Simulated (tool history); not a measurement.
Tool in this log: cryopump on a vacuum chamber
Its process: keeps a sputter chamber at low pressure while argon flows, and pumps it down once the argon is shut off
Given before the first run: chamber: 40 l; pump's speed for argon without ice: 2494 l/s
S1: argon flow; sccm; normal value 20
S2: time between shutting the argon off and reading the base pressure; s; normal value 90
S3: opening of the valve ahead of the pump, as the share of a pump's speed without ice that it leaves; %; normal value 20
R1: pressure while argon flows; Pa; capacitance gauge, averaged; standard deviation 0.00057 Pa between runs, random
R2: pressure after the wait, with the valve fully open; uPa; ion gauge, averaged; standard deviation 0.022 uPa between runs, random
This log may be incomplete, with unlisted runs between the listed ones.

run 1 day=0 | S1=20 S2=90 S3=20 | R1=0.0685 R2=0.59
run 2 day=1.246 | S1=20 S2=90 S3=20 | R1=0.0692 R2=0.54
run 3 day=2.175 | S1=20 S2=90 S3=20 | R1=0.0696 R2=0.58
run 4 day=3.012 | S1=20 S2=90 S3=25 | R1=0.0562 R2=0.61
run 5 day=4.338 | S1=20 S2=90 S3=25 | R1=0.0556 R2=0.66
run 6 day=5.788 | S1=20 S2=90 S3=41 | R1=0.0351 R2=0.67
run 7 day=7.204 | S1=20 S2=90 S3=20 | R1=0.0698 R2=0.67
run 8 day=7.929 | S1=20 S2=90 S3=20 | R1=0.0698 R2=0.71
run 9 day=9.15 | S1=20 S2=90 S3=20 | R1=0.0689 R2=0.71
run 10 day=10.208 | S1=20 S2=47 S3=20 | R1=0.0686 R2=1.09
run 11 day=11.375 | S1=20 S2=144 S3=20 | R1=0.0699 R2=0.6
run 12 day=12.167 | S1=27 S2=59 S3=18 | R1=0.1056 R2=0.98
run 13 day=13.204 | S1=21 S2=27 S3=25 | R1=0.059 R2=1.83
run 14 day=14.129 | S1=21 S2=27 S3=25 | R1=0.0594 R2=1.77
run 15 day=14.879 | S1=11 S2=26 S3=25 | R1=0.0308 R2=1.83
run 16 day=16.221 | S1=20 S2=160 S3=20 | R1=0.0701 R2=0.63
run 17 day=17.508 | S1=34 S2=164 S3=52 | R1=0.0481 R2=0.67
run 18 day=18.604 | S1=22 S2=90 S3=20 | R1=0.077 R2=0.86
run 19 day=19.388 | S1=30 S2=30 S3=32 | R1=0.0674 R2=1.75

Had the tool no unlogged condition, and each run kept its random variation, what would the results have been?
The tool's hidden condition here consists of: pump's speed, % of a pump's without ice; cold plate's temperature, K; leak into the chamber, uPa l/s; drift of the gauge itself on working_pa, %; drift of the gauge itself on base_upa, %.
run=1 R1=0.067 R2=0.57
run=2 R1=0.0676 R2=0.5
run=3 R1=0.0679 R2=0.54
run=4 R1=0.0545 R2=0.54
run=5 R1=0.0538 R2=0.57
run=6 R1=0.0332 R2=0.56
run=7 R1=0.068 R2=0.54
run=8 R1=0.0678 R2=0.57
run=9 R1=0.067 R2=0.55
run=10 R1=0.0666 R2=0.91
run=11 R1=0.0678 R2=0.4
run=12 R1=0.1028 R2=0.77
run=13 R1=0.0567 R2=1.6
run=14 R1=0.0571 R2=1.53
run=15 R1=0.0296 R2=1.58
run=16 R1=0.0678 R2=0.35
run=17 R1=0.0442 R2=0.37
run=18 R1=0.0744 R2=0.54
run=19 R1=0.0638 R2=1.43
